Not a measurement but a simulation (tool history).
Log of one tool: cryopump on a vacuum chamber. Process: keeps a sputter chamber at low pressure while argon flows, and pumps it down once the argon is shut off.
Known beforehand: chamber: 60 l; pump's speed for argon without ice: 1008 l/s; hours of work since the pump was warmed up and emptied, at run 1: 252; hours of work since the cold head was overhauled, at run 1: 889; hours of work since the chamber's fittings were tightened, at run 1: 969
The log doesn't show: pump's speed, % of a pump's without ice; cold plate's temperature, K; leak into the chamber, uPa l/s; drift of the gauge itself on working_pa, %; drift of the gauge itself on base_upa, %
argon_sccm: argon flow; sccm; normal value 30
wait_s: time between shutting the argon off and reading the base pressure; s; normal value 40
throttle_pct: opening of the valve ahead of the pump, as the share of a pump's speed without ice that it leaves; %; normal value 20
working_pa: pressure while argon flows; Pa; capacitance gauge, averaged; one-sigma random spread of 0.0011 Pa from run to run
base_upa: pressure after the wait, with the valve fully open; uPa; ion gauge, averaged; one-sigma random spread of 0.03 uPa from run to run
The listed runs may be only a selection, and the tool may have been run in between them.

run     day  argon_sccm  wait_s  throttle_pct  hours of work since the pump was warmed up and emptied  hours of work since the cold head was overhauled  hours of work since the chamber's fittings were tightened  working_pa  base_upa
  1   0.000          30      40            20                                                     252                                               889                                                        969      0.2613      2.12
  2   1.133          30      40            20                                                     269                                               906                                                        986      0.2632      2.23
  3   2.904          30      40            20                                                     296                                               933                                                       1013      0.2633      2.26
  4   4.608          20      40            20                                                     322                                               959                                                       1039      0.1759      2.33
  5   5.750          20      40            20                                                     340                                               976                                                       1057      0.1770      2.35
  6   6.896          20      40            20                                                     357                                               994                                                       1074      0.1774      2.28
  7   8.829          20      40            20                                                     387                                              1024                                                       1104      0.1771      2.29
  8   9.983          30      40            20                                                     404                                              1041                                                       1121      0.2667      2.42
  9  11.888          30      40            21                                                     433                                              1070                                                       1151      0.2581      2.40
 10  13.029          13      40            20                                                     451                                              1088                                                       1168      0.1177      2.50
 11  14.154          13     136            20                                                     468                                              1105                                                       1185      0.1173      1.63
 12  16.000          41      40            20                                                     496                                              1133                                                       1213      0.3715      2.47
 13  17.346          41      40            20                                                     517                                              1154                                                       1234      0.3734      2.65
 14  18.338          30      40            25                                                     532                                              1169                                                       1249      0.2244      2.63
 15  20.308          30      32            25                                                     562                                              1199                                                       1279      0.2253      2.97
 16  21.817          12      40            20                                                     585                                              1222                                                       1302      0.1128      2.79
 17  22.783          12      40            20                                                     600                                              1237                                                       1317      0.1111      2.69
     23.962  -- pump warmed up, emptied and cooled again
 18  24.229          12      40            20                                                       4                                              1256                                                       1336      0.1018      2.18
 19  26.021          12      40            20                                                      31                                              1283                                                       1363      0.1002      2.20
 20  27.075          16      40            26                                                      48                                              1299                                                       1379      0.1054      2.25
 21  27.862          16      40            26                                                      60                                              1311                                                       1391      0.1051      2.35
 22  28.883          29     196            47                                                      75                                              1327                                                       1407      0.1050      1.35
 23  30.608          26     196            24                                                     101                                              1353                                                       1433      0.1835      1.38

Run 24, settings as shown, results not yet in. Your forecast:
 24  32.558          17      75            27                                                     131                                              1383                                                       1463           ?         ?

working_pa: 0.1080 Pa
base_upa: 1.80 uPa
Take away the tool's hidden state, keep the run-to-run variation as it was, and the same run would have given working_pa 0.1055 Pa, base_upa 0.90 uPa.
